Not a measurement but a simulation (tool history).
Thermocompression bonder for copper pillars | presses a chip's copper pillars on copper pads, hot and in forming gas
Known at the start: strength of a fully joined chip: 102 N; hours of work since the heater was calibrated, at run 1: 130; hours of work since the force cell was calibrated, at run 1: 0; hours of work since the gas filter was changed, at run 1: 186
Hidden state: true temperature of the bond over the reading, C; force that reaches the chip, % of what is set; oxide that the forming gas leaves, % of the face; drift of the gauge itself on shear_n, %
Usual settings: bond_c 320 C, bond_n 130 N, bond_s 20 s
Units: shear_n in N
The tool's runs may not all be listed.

run,day,bond_c,bond_n,bond_s,hours of work since the heater was calibrated,hours of work since the force cell was calibrated,hours of work since the gas filter was changed,shear_n
1,0.000,320,130,20,130,0,186,58.0
2,1.679,320,130,20,162,32,218,57.3
3,3.775,320,130,20,202,72,258,57.5
4,4.829,320,130,20,222,92,278,56.8
5,6.300,320,130,20,250,120,306,56.2
6,8.400,320,130,20,290,160,346,55.4
# day 9.742: forming gas filter changed
7,10.550,320,130,15,331,201,15,56.7
8,11.592,320,130,15,351,221,35,55.8
9,13.088,320,130,15,380,249,64,55.8
10,14.683,320,154,20,410,280,94,68.0
11,15.892,320,154,20,433,303,117,68.1
12,17.029,301,190,29,455,325,139,71.4
13,19.200,306,150,56,496,366,180,74.7
14,21.467,319,176,33,539,409,224,78.2
15,23.654,319,176,33,581,451,266,77.7
16,24.704,303,176,47,601,471,286,72.7
17,26.662,327,95,55,639,508,323,66.7
18,27.962,339,120,55,663,533,348,80.8
# day 29.079: forming gas filter changed
19,29.421,339,120,55,691,561,7,87.1
20,30.754,328,153,50,716,586,32,88.4
21,32.012,332,94,24,740,610,56,57.7
22,33.550,308,130,29,770,640,85,60.8

Forecast each of these 5 alternatives for the next run:
A,35.471,297,130,14,806,676,122,?
B,35.471,329,114,36,806,676,122,?
C,35.471,292,130,12,806,676,122,?
D,35.471,320,130,43,806,676,122,?
E,35.471,320,186,20,806,676,122,?

run,shear_n
A,39.8
B,72.0
C,34.8
D,74.0
E,74.6
Without the tool's hidden state the same runs would have given:
run,shear_n
A,40.3
B,73.1
C,35.3
D,75.2
E,75.9
